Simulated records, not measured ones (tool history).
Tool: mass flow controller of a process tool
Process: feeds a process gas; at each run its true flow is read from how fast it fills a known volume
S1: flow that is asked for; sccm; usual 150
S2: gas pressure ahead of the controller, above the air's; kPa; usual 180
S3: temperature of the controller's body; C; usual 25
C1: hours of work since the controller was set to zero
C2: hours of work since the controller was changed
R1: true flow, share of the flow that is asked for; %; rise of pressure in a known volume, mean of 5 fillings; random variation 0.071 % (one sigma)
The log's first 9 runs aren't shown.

{"run": 10, "hour": 950.9, "S1": 150, "S2": 180, "S3": 25, "C1": 4042, "C2": 4042, "R1": 103.51}
{"run": 11, "hour": 1067.9, "S1": 150, "S2": 180, "S3": 25, "C1": 4130, "C2": 4130, "R1": 103.51}
{"run": 12, "hour": 1137.9, "S1": 150, "S2": 180, "S3": 25, "C1": 4182, "C2": 4182, "R1": 103.58}
{"run": 13, "hour": 1275.1, "S1": 150, "S2": 180, "S3": 31, "C1": 4285, "C2": 4285, "R1": 103.18}
{"run": 14, "hour": 1373.2, "S1": 150, "S2": 180, "S3": 25, "C1": 4359, "C2": 4359, "R1": 103.77}
{"run": 15, "hour": 1447.2, "S1": 150, "S2": 180, "S3": 25, "C1": 4414, "C2": 4414, "R1": 103.69}
{"run": 16, "hour": 1525.1, "S1": 150, "S2": 180, "S3": 25, "C1": 4472, "C2": 4472, "R1": 103.73}
{"run": 17, "hour": 1601.1, "S1": 150, "S2": 180, "S3": 25, "C1": 4529, "C2": 4529, "R1": 103.91}
{"run": 18, "hour": 1717.8, "S1": 150, "S2": 180, "S3": 25, "C1": 4617, "C2": 4617, "R1": 103.99}
{"run": 19, "hour": 1833.2, "S1": 66, "S2": 180, "S3": 25, "C1": 4703, "C2": 4703, "R1": 105.67}
{"run": 20, "hour": 1899.8, "S1": 150, "S2": 175, "S3": 25, "C1": 4753, "C2": 4753, "R1": 104.15}
{"run": 21, "hour": 1979.5, "S1": 150, "S2": 175, "S3": 25, "C1": 4813, "C2": 4813, "R1": 104.23}
{"run": 22, "hour": 2102.8, "S1": 150, "S2": 175, "S3": 25, "C1": 4905, "C2": 4905, "R1": 104.28}
{"run": 23, "hour": 2160.4, "S1": 453, "S2": 180, "S3": 25, "C1": 4948, "C2": 4948, "R1": 103.49}
{"run": 24, "hour": 2296.3, "S1": 453, "S2": 180, "S3": 25, "C1": 5050, "C2": 5050, "R1": 103.72}
{"run": 25, "hour": 2376.0, "S1": 150, "S2": 180, "S3": 32, "C1": 5110, "C2": 5110, "R1": 103.83}
{"run": 26, "hour": 2472.6, "S1": 78, "S2": 224, "S3": 25, "C1": 5182, "C2": 5182, "R1": 105.9}
{"run": 27, "hour": 2594.1, "S1": 150, "S2": 201, "S3": 29, "C1": 5273, "C2": 5273, "R1": 104.41}
{"run": 28, "hour": 2730.5, "S1": 150, "S2": 201, "S3": 29, "C1": 5375, "C2": 5375, "R1": 104.35}
{"run": 29, "hour": 2814.3, "S1": 51, "S2": 228, "S3": 40, "C1": 5438, "C2": 5438, "R1": 106.12}
{"run": 30, "hour": 2942.6, "S1": 51, "S2": 229, "S3": 35, "C1": 5534, "C2": 5534, "R1": 106.89}
{"run": 31, "hour": 3049.0, "S1": 51, "S2": 229, "S3": 32, "C1": 5614, "C2": 5614, "R1": 107.41}
{"hour": 3114.4, "done": "controller's zero set anew"}
{"run": 32, "hour": 3187.9, "S1": 111, "S2": 203, "S3": 24, "C1": 55, "C2": 5717, "R1": 103.88}

Run 33 comes next. What will it give?
{"run": 33, "hour": 3245.9, "S1": 111, "S2": 203, "S3": 24, "C1": 98, "C2": 5761, "R1": "?"}

R1: 103.87 %
Without the tool's hidden state the same run would have given R1 99.92 %.

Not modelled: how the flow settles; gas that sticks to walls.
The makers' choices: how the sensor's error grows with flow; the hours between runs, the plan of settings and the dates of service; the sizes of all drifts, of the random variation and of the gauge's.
